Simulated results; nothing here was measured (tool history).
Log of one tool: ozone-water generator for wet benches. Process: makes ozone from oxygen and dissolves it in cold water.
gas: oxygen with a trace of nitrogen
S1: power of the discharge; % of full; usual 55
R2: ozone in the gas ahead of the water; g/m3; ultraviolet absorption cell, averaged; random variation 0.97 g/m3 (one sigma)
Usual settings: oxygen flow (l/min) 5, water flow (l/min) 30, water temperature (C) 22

{"run": 1, "hour": 0.0, "S1": 55, "oxygen flow (l/min)": 5, "water flow (l/min)": 30, "water temperature (C)": 22, "dissolved ozone (ppm)": 9.5, "R2": 161.7}
{"run": 2, "hour": 85.5, "S1": 55, "oxygen flow (l/min)": 5, "water flow (l/min)": 30, "water temperature (C)": 22, "dissolved ozone (ppm)": 9.9, "R2": 160.5}
{"run": 3, "hour": 182.9, "S1": 55, "oxygen flow (l/min)": 5, "water flow (l/min)": 30, "water temperature (C)": 22, "dissolved ozone (ppm)": 9.6, "R2": 158.7}
{"run": 4, "hour": 272.1, "S1": 55, "oxygen flow (l/min)": 5, "water flow (l/min)": 30, "water temperature (C)": 22, "dissolved ozone (ppm)": 9.9, "R2": 159.4}
{"run": 5, "hour": 354.2, "S1": 55, "oxygen flow (l/min)": 5, "water flow (l/min)": 30, "water temperature (C)": 16, "dissolved ozone (ppm)": 10.5, "R2": 159}
{"run": 6, "hour": 474.9, "S1": 55, "oxygen flow (l/min)": 5, "water flow (l/min)": 30, "water temperature (C)": 16, "dissolved ozone (ppm)": 10.3, "R2": 160.4}
{"run": 7, "hour": 573.6, "S1": 55, "oxygen flow (l/min)": 5, "water flow (l/min)": 30, "water temperature (C)": 22, "dissolved ozone (ppm)": 9.6, "R2": 159.5}
{"run": 8, "hour": 682.8, "S1": 55, "oxygen flow (l/min)": 5, "water flow (l/min)": 30, "water temperature (C)": 22, "dissolved ozone (ppm)": 9.6, "R2": 159.6}
{"hour": 693.0, "done": "water thermometer calibrated"}
{"run": 9, "hour": 744.3, "S1": 55, "oxygen flow (l/min)": 5, "water flow (l/min)": 30, "water temperature (C)": 22, "dissolved ozone (ppm)": 9.8, "R2": 159.1}
{"run": 10, "hour": 871.7, "S1": 55, "oxygen flow (l/min)": 5, "water flow (l/min)": 30, "water temperature (C)": 22, "dissolved ozone (ppm)": 9.4, "R2": 158.9}
{"hour": 948.3, "done": "water thermometer calibrated, once more"}
{"run": 11, "hour": 962.4, "S1": 55, "oxygen flow (l/min)": 5, "water flow (l/min)": 30, "water temperature (C)": 22, "dissolved ozone (ppm)": 9.6, "R2": 158.8}
{"run": 12, "hour": 1050.7, "S1": 55, "oxygen flow (l/min)": 5, "water flow (l/min)": 30, "water temperature (C)": 22, "dissolved ozone (ppm)": 9.6, "R2": 156.6}
{"run": 13, "hour": 1184.2, "S1": 49, "oxygen flow (l/min)": 5.77, "water flow (l/min)": 19, "water temperature (C)": 20, "dissolved ozone (ppm)": 13.8, "R2": 132.3}
{"hour": 1256.6, "done": "contactor cleaned"}
{"run": 14, "hour": 1256.6, "S1": 49, "oxygen flow (l/min)": 6, "water flow (l/min)": 19, "water temperature (C)": 24, "dissolved ozone (ppm)": 13.8, "R2": 128.1}
{"run": 15, "hour": 1358.7, "S1": 49, "oxygen flow (l/min)": 2.54, "water flow (l/min)": 18, "water temperature (C)": 15, "dissolved ozone (ppm)": 16.8, "R2": 213.4}
{"run": 16, "hour": 1493.0, "S1": 55, "oxygen flow (l/min)": 3.12, "water flow (l/min)": 30, "water temperature (C)": 22, "dissolved ozone (ppm)": 10, "R2": 209.4}
{"run": 17, "hour": 1631.8, "S1": 55, "oxygen flow (l/min)": 5, "water flow (l/min)": 33, "water temperature (C)": 20, "dissolved ozone (ppm)": 9.5, "R2": 157}
{"run": 18, "hour": 1737.9, "S1": 44, "oxygen flow (l/min)": 5.09, "water flow (l/min)": 35, "water temperature (C)": 14, "dissolved ozone (ppm)": 8, "R2": 128.5}
{"run": 19, "hour": 1873.0, "S1": 50, "oxygen flow (l/min)": 5, "water flow (l/min)": 35, "water temperature (C)": 22, "dissolved ozone (ppm)": 8, "R2": 143.9}
{"run": 20, "hour": 1941.2, "S1": 50, "oxygen flow (l/min)": 3.61, "water flow (l/min)": 35, "water temperature (C)": 22, "dissolved ozone (ppm)": 7.8, "R2": 177.3}
{"run": 21, "hour": 2060.5, "S1": 50, "oxygen flow (l/min)": 3.61, "water flow (l/min)": 35, "water temperature (C)": 22, "dissolved ozone (ppm)": 7.9, "R2": 176.4}
{"run": 22, "hour": 2155.2, "S1": 50, "oxygen flow (l/min)": 3.61, "water flow (l/min)": 35, "water temperature (C)": 22, "dissolved ozone (ppm)": 7.8, "R2": 176.8}
{"run": 23, "hour": 2253.8, "S1": 93, "oxygen flow (l/min)": 3.61, "water flow (l/min)": 35, "water temperature (C)": 22, "dissolved ozone (ppm)": 12.6, "R2": 284.9}

5 ways to go on from here, each from the tool as it stands after run 23. What would each give?
{"run": "A", "hour": 2356.0, "S1": 48, "oxygen flow (l/min)": 6.2, "water flow (l/min)": 30, "water temperature (C)": 16, "dissolved ozone (ppm)": "?", "R2": "?"}
{"run": "B", "hour": 2356.0, "S1": 66, "oxygen flow (l/min)": 2.74, "water flow (l/min)": 30, "water temperature (C)": 23, "dissolved ozone (ppm)": "?", "R2": "?"}
{"run": "C", "hour": 2356.0, "S1": 80, "oxygen flow (l/min)": 5, "water flow (l/min)": 22, "water temperature (C)": 19, "dissolved ozone (ppm)": "?", "R2": "?"}
{"run": "D", "hour": 2356.0, "S1": 93, "oxygen flow (l/min)": 2.56, "water flow (l/min)": 35, "water temperature (C)": 22, "dissolved ozone (ppm)": "?", "R2": "?"}
{"run": "E", "hour": 2356.0, "S1": 55, "oxygen flow (l/min)": 5, "water flow (l/min)": 30, "water temperature (C)": 22, "dissolved ozone (ppm)": "?", "R2": "?"}

run=A dissolved_ozone_(ppm)=9.7 R2=123
run=B dissolved_ozone_(ppm)=11 R2=260.9
run=C dissolved_ozone_(ppm)=19.4 R2=208.4
run=D dissolved_ozone_(ppm)=11.9 R2=357.2
run=E dissolved_ozone_(ppm)=10 R2=154.7
Without the tool's hidden state the same runs would have given:
run=A dissolved_ozone_(ppm)=10.4 R2=130.6
run=B dissolved_ozone_(ppm)=12.1 R2=283.4
run=C dissolved_ozone_(ppm)=21.6 R2=229.6
run=D dissolved_ozone_(ppm)=13.4 R2=397.8
run=E dissolved_ozone_(ppm)=10.9 R2=165.9
